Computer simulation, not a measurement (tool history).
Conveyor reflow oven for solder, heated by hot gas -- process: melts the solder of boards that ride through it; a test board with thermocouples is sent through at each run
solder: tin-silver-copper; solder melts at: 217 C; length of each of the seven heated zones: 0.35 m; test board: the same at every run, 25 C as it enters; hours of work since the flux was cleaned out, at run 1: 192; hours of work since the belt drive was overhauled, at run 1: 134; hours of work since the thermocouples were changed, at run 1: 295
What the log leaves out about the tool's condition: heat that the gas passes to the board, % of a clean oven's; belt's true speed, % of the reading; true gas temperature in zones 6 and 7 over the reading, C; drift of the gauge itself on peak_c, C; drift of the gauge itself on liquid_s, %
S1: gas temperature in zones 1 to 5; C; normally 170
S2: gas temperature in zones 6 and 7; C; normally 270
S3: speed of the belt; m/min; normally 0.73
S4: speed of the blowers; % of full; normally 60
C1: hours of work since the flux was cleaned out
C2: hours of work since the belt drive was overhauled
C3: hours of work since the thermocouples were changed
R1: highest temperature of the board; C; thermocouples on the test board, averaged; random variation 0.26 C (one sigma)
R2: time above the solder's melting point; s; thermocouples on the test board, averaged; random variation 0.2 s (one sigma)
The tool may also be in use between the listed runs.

| run | day | S1 | S2 | S3 | S4 | C1 | C2 | C3 | R1 | R2 |
|---|---|---|---|---|---|---|---|---|---|---|
| 1 | 0 | 170 | 270 | 0.73 | 60 | 192 | 134 | 295 | 252.9 | 42.8 |
| 2 | 0.429 | 170 | 270 | 0.73 | 60 | 199 | 141 | 302 | 253.2 | 42.5 |
| 3 | 1.046 | 170 | 270 | 0.73 | 60 | 209 | 151 | 313 | 253.4 | 42.4 |
| 4 | 1.467 | 170 | 270 | 0.73 | 60 | 216 | 159 | 320 | 253.2 | 42.5 |
|  | 1.838 | flux residue cleaned out of gas plates and filters |
| 5 | 2.092 | 170 | 270 | 0.752 | 60 | 4 | 166 | 327 | 253.4 | 41.1 |
| 6 | 2.583 | 170 | 270 | 0.73 | 60 | 13 | 174 | 335 | 254.2 | 43 |
| 7 | 2.95 | 170 | 270 | 0.73 | 60 | 19 | 180 | 341 | 254.3 | 43.5 |
| 8 | 3.267 | 170 | 270 | 0.73 | 60 | 24 | 185 | 346 | 254.3 | 43 |
| 9 | 3.788 | 170 | 270 | 0.73 | 60 | 33 | 194 | 355 | 254.4 | 43.4 |
| 10 | 4.1 | 170 | 270 | 0.73 | 60 | 38 | 199 | 360 | 253.7 | 42.7 |
| 11 | 4.629 | 170 | 270 | 0.73 | 60 | 47 | 208 | 369 | 254 | 43.4 |
| 12 | 5.133 | 170 | 270 | 0.73 | 60 | 55 | 217 | 378 | 253.9 | 43.2 |
| 13 | 5.754 | 170 | 270 | 0.73 | 60 | 66 | 227 | 388 | 254.4 | 43.1 |
|  | 5.954 | belt drive overhauled, speed set with a stopwatch |
| 14 | 6.246 | 170 | 270 | 0.73 | 60 | 71 | 5 | 394 | 253.9 | 43.2 |
| 15 | 6.8 | 170 | 270 | 0.73 | 60 | 81 | 14 | 403 | 254.1 | 43.2 |
| 16 | 7.179 | 170 | 270 | 0.73 | 60 | 87 | 21 | 409 | 254.1 | 43.3 |
| 17 | 7.733 | 170 | 270 | 0.73 | 60 | 96 | 30 | 419 | 254.3 | 42.7 |
| 18 | 8.338 | 167 | 276 | 0.73 | 60 | 106 | 40 | 429 | 259.1 | 45 |
| 19 | 8.638 | 167 | 276 | 0.73 | 60 | 111 | 45 | 434 | 258.8 | 44.4 |
|  | 9.229 | belt drive overhauled, speed set with a stopwatch, once more |
| 20 | 9.3 | 182 | 270 | 0.648 | 52 | 120 | 1 | 442 | 257.6 | 53.9 |
| 21 | 9.762 | 170 | 270 | 0.748 | 60 | 128 | 9 | 450 | 253.2 | 41.4 |
| 22 | 10.238 | 170 | 270 | 0.748 | 60 | 136 | 17 | 458 | 252.7 | 41.5 |
| 23 | 10.783 | 177 | 284 | 0.748 | 60 | 145 | 26 | 467 | 266.4 | 49 |
| 24 | 11.042 | 170 | 262 | 0.702 | 60 | 149 | 30 | 471 | 248 | 41.4 |
| 25 | 11.375 | 170 | 279 | 0.662 | 72 | 155 | 36 | 477 | 268.1 | 54.7 |
| 26 | 11.9 | 170 | 279 | 0.821 | 67 | 163 | 45 | 486 | 259.3 | 40.5 |
| 27 | 12.492 | 170 | 270 | 0.73 | 60 | 173 | 55 | 496 | 253.6 | 42.8 |
| 28 | 13.129 | 161 | 274 | 0.633 | 60 | 184 | 65 | 506 | 260.3 | 51.5 |
| 29 | 13.529 | 161 | 274 | 0.633 | 56 | 191 | 72 | 513 | 259.6 | 50.4 |
| 30 | 13.808 | 161 | 274 | 0.723 | 57 | 196 | 77 | 518 | 255.1 | 41.7 |

3 ways to go on from here, each from the tool as it stands after run 30. What would each give?
| A | 14.367 | 178 | 272 | 0.723 | 57 | 205 | 86 | 527 | ? | ? |
| B | 14.367 | 185 | 274 | 0.853 | 57 | 205 | 86 | 527 | ? | ? |
| C | 14.367 | 170 | 270 | 0.657 | 60 | 205 | 86 | 527 | ? | ? |

| run | R1 | R2 |
|---|---|---|
| A | 256.5 | 46.4 |
| B | 253.9 | 39.6 |
| C | 257.3 | 49.8 |
Without the tool's unlogged condition, the same runs would have read:
| run | R1 | R2 |
|---|---|---|
| A | 256.7 | 46.6 |
| B | 254.2 | 39.8 |
| C | 257.4 | 49.9 |

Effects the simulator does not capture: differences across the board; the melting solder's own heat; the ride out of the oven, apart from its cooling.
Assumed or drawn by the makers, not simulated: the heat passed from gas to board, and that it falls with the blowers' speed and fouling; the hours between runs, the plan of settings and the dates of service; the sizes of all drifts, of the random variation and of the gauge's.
